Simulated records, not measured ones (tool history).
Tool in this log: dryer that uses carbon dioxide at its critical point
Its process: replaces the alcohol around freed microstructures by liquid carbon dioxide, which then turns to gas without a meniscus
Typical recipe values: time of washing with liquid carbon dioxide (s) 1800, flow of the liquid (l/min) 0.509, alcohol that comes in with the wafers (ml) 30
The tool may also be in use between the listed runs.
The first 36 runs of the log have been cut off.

| run | hour | time of washing with liquid carbon dioxide (s) | flow of the liquid (l/min) | alcohol that comes in with the wafers (ml) | alcohol left in the vessel before it's heated (ppm by volume) |
|---|---|---|---|---|---|
| 37 | 1802.5 | 1560 | 0.560 | 25 | 134 |
|  | 1838.7 | inlet filter changed |
| 38 | 1862.8 | 1560 | 0.560 | 25 | 111 |
| 39 | 1918.1 | 1260 | 0.509 | 31 | 363 |
| 40 | 1965.5 | 1260 | 0.509 | 31 | 374 |
| 41 | 2004.5 | 2160 | 0.509 | 99 | 129 |
| 42 | 2034.3 | 1800 | 0.509 | 99 | 273 |
| 43 | 2088.3 | 1800 | 0.509 | 99 | 296 |
| 44 | 2153.8 | 1620 | 0.509 | 38 | 241 |
|  | 2167.8 | inlet filter changed |
| 45 | 2220.4 | 1620 | 0.509 | 38 | 207 |
| 46 | 2249.4 | 2400 | 0.509 | 33 | 102 |

Below are 4 alternative next runs, each starting from the tool's condition after run 46. Predict each:
| A | 2281.4 | 1800 | 0.509 | 57 | ? |
| B | 2281.4 | 1800 | 0.431 | 53 | ? |
| C | 2281.4 | 1260 | 0.509 | 33 | ? |
| D | 2281.4 | 1740 | 0.402 | 54 | ? |

| run | alcohol left in the vessel before it's heated (ppm by volume) |
|---|---|
| A | 194 |
| B | 318 |
| C | 424 |
| D | 451 |
What these runs would have given with no unlogged condition in the tool:
| run | alcohol left in the vessel before it's heated (ppm by volume) |
|---|---|
| A | 92 |
| B | 203 |
| C | 302 |
| D | 324 |
